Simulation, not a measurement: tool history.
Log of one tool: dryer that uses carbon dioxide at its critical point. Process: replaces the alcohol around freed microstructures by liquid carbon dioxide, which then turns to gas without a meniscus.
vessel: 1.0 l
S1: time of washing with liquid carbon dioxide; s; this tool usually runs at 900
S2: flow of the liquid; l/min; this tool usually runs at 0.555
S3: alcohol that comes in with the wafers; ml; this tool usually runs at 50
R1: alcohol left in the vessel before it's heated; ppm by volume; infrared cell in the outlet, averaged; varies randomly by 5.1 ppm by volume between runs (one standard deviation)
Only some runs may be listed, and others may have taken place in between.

run 1 hour=0.0 | S1=900 S2=0.555 S3=50 | R1=163
run 2 hour=4.9 | S1=900 S2=0.555 S3=50 | R1=168
run 3 hour=11.2 | S1=900 S2=0.555 S3=50 | R1=162
run 4 hour=22.8 | S1=900 S2=0.555 S3=50 | R1=171
run 5 hour=27.7 | S1=900 S2=0.555 S3=50 | R1=172
run 6 hour=36.6 | S1=900 S2=0.555 S3=50 | R1=175
run 7 hour=44.0 | S1=720 S2=0.555 S3=50 | R1=438
run 8 hour=53.7 | S1=720 S2=0.555 S3=50 | R1=450
run 9 hour=61.9 | S1=720 S2=0.555 S3=50 | R1=455
run 10 hour=70.1 | S1=720 S2=0.555 S3=50 | R1=448
run 11 hour=75.0 | S1=720 S2=0.555 S3=50 | R1=456
run 12 hour=83.1 | S1=900 S2=0.555 S3=50 | R1=185
run 13 hour=88.9 | S1=900 S2=0.555 S3=50 | R1=177
run 14 hour=99.0 | S1=900 S2=0.555 S3=50 | R1=187
run 15 hour=107.2 | S1=900 S2=0.555 S3=50 | R1=194
run 16 hour=114.7 | S1=900 S2=0.555 S3=50 | R1=190
run 17 hour=122.1 | S1=900 S2=0.555 S3=50 | R1=198
run 18 hour=128.0 | S1=900 S2=0.555 S3=50 | R1=202
run 19 hour=134.4 | S1=900 S2=0.555 S3=50 | R1=200
run 20 hour=143.8 | S1=900 S2=0.555 S3=50 | R1=196
run 21 hour=150.3 | S1=900 S2=0.555 S3=50 | R1=195
run 22 hour=160.3 | S1=900 S2=0.555 S3=50 | R1=189
run 23 hour=168.6 | S1=900 S2=0.555 S3=50 | R1=199
-- hour=178.7 inlet filter changed
run 24 hour=178.7 | S1=900 S2=0.555 S3=50 | R1=128
run 25 hour=184.7 | S1=900 S2=0.555 S3=82 | R1=162
run 26 hour=193.0 | S1=540 S2=0.716 S3=87 | R1=423
run 27 hour=198.2 | S1=540 S2=0.716 S3=87 | R1=432
run 28 hour=206.4 | S1=540 S2=0.716 S3=87 | R1=449
run 29 hour=215.1 | S1=1140 S2=0.534 S3=87 | R1=96
run 30 hour=225.5 | S1=840 S2=0.534 S3=87 | R1=255
run 31 hour=231.1 | S1=840 S2=0.534 S3=87 | R1=262
run 32 hour=237.2 | S1=840 S2=0.555 S3=50 | R1=158
run 33 hour=245.0 | S1=540 S2=0.590 S3=101 | R1=1294
run 34 hour=254.0 | S1=540 S2=0.590 S3=101 | R1=1309
run 35 hour=262.2 | S1=540 S2=0.590 S3=101 | R1=1351
run 36 hour=272.3 | S1=960 S2=0.692 S3=44 | R1=105
run 37 hour=279.8 | S1=900 S2=0.649 S3=23 | R1=100
run 38 hour=288.3 | S1=900 S2=0.649 S3=23 | R1=89
run 39 hour=296.2 | S1=720 S2=0.568 S3=22 | R1=170
run 40 hour=302.4 | S1=900 S2=0.464 S3=30 | R1=198
run 41 hour=307.8 | S1=1140 S2=0.555 S3=59 | R1=108
run 42 hour=316.8 | S1=660 S2=0.638 S3=37 | R1=207
run 43 hour=324.4 | S1=1380 S2=0.638 S3=37 | R1=89
run 44 hour=331.3 | S1=1380 S2=0.638 S3=37 | R1=93
run 45 hour=342.0 | S1=1380 S2=0.638 S3=37 | R1=101
run 46 hour=353.6 | S1=960 S2=0.808 S3=39 | R1=99
run 47 hour=362.5 | S1=900 S2=0.431 S3=50 | R1=382

Below, some changes in R1 between adjacent runs. For each, the amount present without the hidden state too (settings, incoming material, random variation) and the amount remaining for the hidden state with gauge scatter not shared by both compared results:
What the log doesn't record here: flow that reaches the vessel past the clogged filter, %; alcohol in the recycled carbon dioxide, ppm; drift of the gauge itself on alcohol_ppm, %.
Run 6 -> 7: S1 900 -> 720. R1 +263 ppm by volume: hidden state +129, all else +134.
Run 11 -> 12: S1 720 -> 900. R1 -271 ppm by volume: hidden state -131, all else -140.
Run 28 -> 29: S1 540 -> 1140, S2 0.716 -> 0.534. R1 -353 ppm by volume: hidden state -17, all else -336.
Run 32 -> 33: S1 840 -> 540, S2 0.555 -> 0.590, S3 50 -> 101. R1 +1136 ppm by volume: hidden state +68, all else +1068.
Run 35 -> 36: S1 540 -> 960, S2 0.590 -> 0.692, S3 101 -> 44. R1 -1246 ppm by volume: hidden state -87, all else -1159.
